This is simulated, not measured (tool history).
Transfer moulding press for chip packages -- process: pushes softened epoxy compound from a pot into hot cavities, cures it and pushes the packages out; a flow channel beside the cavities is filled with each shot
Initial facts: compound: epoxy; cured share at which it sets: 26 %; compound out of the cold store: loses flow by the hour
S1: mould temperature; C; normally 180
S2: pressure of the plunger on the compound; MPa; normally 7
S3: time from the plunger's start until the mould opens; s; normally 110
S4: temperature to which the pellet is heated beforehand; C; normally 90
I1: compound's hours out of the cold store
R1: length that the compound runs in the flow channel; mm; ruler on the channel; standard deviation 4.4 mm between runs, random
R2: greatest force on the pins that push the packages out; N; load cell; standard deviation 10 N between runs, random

Run 1, hour 0: usual settings; I1 38.9. Result: R1 570 mm, R2 659 N.
Run 2, hour 12.5: usual settings; I1 19.1. Result: R1 632 mm, R2 688 N.
At hour 22.8: cavities cleaned with cleaning compound and waxed.
Run 3, hour 32: usual settings; I1 36. Result: R1 576 mm, R2 496 N.
Run 4, hour 48.4: usual settings; I1 28.8. Result: R1 598 mm, R2 560 N.
Run 5, hour 57.8: usual settings; I1 26.8. Result: R1 596 mm, R2 605 N.
Run 6, hour 75.3: usual settings; I1 42.8. Result: R1 552 mm, R2 641 N.
Run 7, hour 84.2: usual settings; I1 44.7. Result: R1 545 mm, R2 656 N.
Run 8, hour 94.2: usual settings; I1 43.9. Result: R1 547 mm, R2 683 N.
At hour 97.6: mould's thermocouples calibrated.
Run 9, hour 109.2: usual settings but S1 176 C; I1 42.9. Result: R1 556 mm, R2 760 N.
At hour 115.1: cavities cleaned with cleaning compound and waxed.
At hour 130.6: mould's thermocouples calibrated, once more.
Run 10, hour 132.4: usual settings but S2 6.97 MPa; I1 17. Result: R1 609 mm, R2 523 N.
Run 11, hour 152.9: usual settings but S3 126 s; I1 41.8. Result: R1 539 mm, R2 560 N.
Run 12, hour 170.6: usual settings but S3 126 s; I1 10.8. Result: R1 622 mm, R2 602 N.
Run 13, hour 186.9: usual settings; I1 25.5. Result: R1 584 mm, R2 678 N.
Run 14, hour 201.4: usual settings; I1 18.5. Result: R1 594 mm, R2 698 N.
At hour 206.2: cavities cleaned with cleaning compound and waxed.
Run 15, hour 219.8: usual settings; I1 36.2. Result: R1 548 mm, R2 521 N.
Run 16, hour 229.2: usual settings but S1 182 C, S3 120 s; I1 31.6. Result: R1 558 mm, R2 521 N.
Run 17, hour 243.9: usual settings but S1 182 C, S3 130 s; I1 20.5. Result: R1 578 mm, R2 563 N.
At hour 253.7: plunger's sealing rings changed.
Run 18, hour 255.9: usual settings but S1 182 C, S3 130 s; I1 40.7. Result: R1 588 mm, R2 592 N.
Run 19, hour 271.5: usual settings but S1 182 C, S3 130 s; I1 10.9. Result: R1 668 mm, R2 619 N.

The next listed run, before its measurement:
Run 20, hour 285.9: usual settings but S1 182 C, S3 130 s; I1 34.7. Result: R1 ?, R2 ?.

Logged for run 20: R1 597 mm, R2 612 N.
Had the tool carried no hidden state, the very same run would have given R1 604 mm, R2 412 N.
